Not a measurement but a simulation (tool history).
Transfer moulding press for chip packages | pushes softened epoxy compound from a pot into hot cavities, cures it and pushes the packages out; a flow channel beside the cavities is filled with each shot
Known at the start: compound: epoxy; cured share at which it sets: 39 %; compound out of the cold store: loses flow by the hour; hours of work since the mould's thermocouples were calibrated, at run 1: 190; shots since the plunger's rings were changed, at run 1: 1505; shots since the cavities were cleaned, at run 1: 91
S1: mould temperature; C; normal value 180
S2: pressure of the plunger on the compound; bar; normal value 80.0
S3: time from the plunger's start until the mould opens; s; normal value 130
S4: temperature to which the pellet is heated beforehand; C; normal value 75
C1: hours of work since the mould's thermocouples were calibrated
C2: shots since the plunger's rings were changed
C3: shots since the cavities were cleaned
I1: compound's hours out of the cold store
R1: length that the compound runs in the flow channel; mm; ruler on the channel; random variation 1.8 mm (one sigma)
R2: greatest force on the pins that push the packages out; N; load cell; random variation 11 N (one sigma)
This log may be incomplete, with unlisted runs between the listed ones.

run,hour,S1,S2,S3,S4,C1,C2,C3,I1,R1,R2
1,0.0,180,80.0,130,75,190,1505,91,35.2,628,503
2,11.0,180,81.7,130,75,194,1570,156,46.3,602,506
3,25.8,180,80.0,130,75,201,1656,242,8.0,718,547
4,38.7,180,80.4,130,75,206,1733,319,11.8,705,536
5,50.5,180,80.0,130,75,211,1802,388,16.1,687,540
6,64.0,180,80.0,130,75,217,1881,467,16.9,685,523
7,79.2,180,80.0,115,75,223,1971,557,23.5,661,609
# hour 98.1: cavities cleaned with cleaning compound and waxed
8,102.7,180,64.9,130,75,233,2100,27,38.3,557,512
9,129.2,180,64.9,130,75,244,2256,183,13.4,629,532
10,153.1,180,64.9,130,75,254,2397,324,26.5,589,517
11,174.1,180,64.9,130,75,263,2520,447,25.9,589,521
12,197.9,180,64.9,130,69,273,2660,587,36.0,563,507
# hour 210.8: cavities cleaned with cleaning compound and waxed
13,210.8,180,64.9,130,69,278,2728,0,44.8,541,502
14,225.5,180,62.0,130,69,284,2814,86,19.3,595,524
15,237.7,183,80.0,130,75,289,2886,158,26.8,646,477
16,252.1,180,70.1,130,75,295,2970,242,25.9,616,507
17,270.1,180,78.6,123,75,303,3077,349,27.2,644,559
18,290.5,180,82.1,130,68,311,3197,469,26.5,659,546
19,311.6,177,82.1,145,84,320,3320,592,8.0,730,525
# hour 324.3: cavities cleaned with cleaning compound and waxed
20,326.4,177,74.0,122,84,326,3399,13,13.6,678,674
21,347.4,177,74.0,122,84,334,3523,137,36.6,604,620
22,361.8,177,74.0,122,84,341,3607,221,29.0,629,632
23,381.5,177,74.0,122,84,349,3723,337,30.9,623,643
24,407.8,175,80.0,130,75,360,3878,492,37.8,633,648
# hour 414.2: plunger's sealing rings changed
25,435.7,174,80.0,130,75,371,126,641,24.1,679,722
# hour 438.7: cavities cleaned with cleaning compound and waxed
26,449.1,182,88.8,130,75,376,197,62,46.1,625,457
27,464.0,184,80.0,130,77,382,284,149,45.2,589,471
28,485.0,178,60.1,153,72,391,408,273,18.2,594,473
29,506.1,178,63.2,145,76,400,532,397,14.7,618,488

Run 30, settings as shown, results not yet in. Your forecast:
30,518.3,173,80.0,130,70,405,604,469,39.4,?,?

{"run 30": {"R1": 632, "R2": 739}}
With the hidden condition absent and the run-to-run variation left alone, this run would have shown R1 633 mm, R2 735 N.
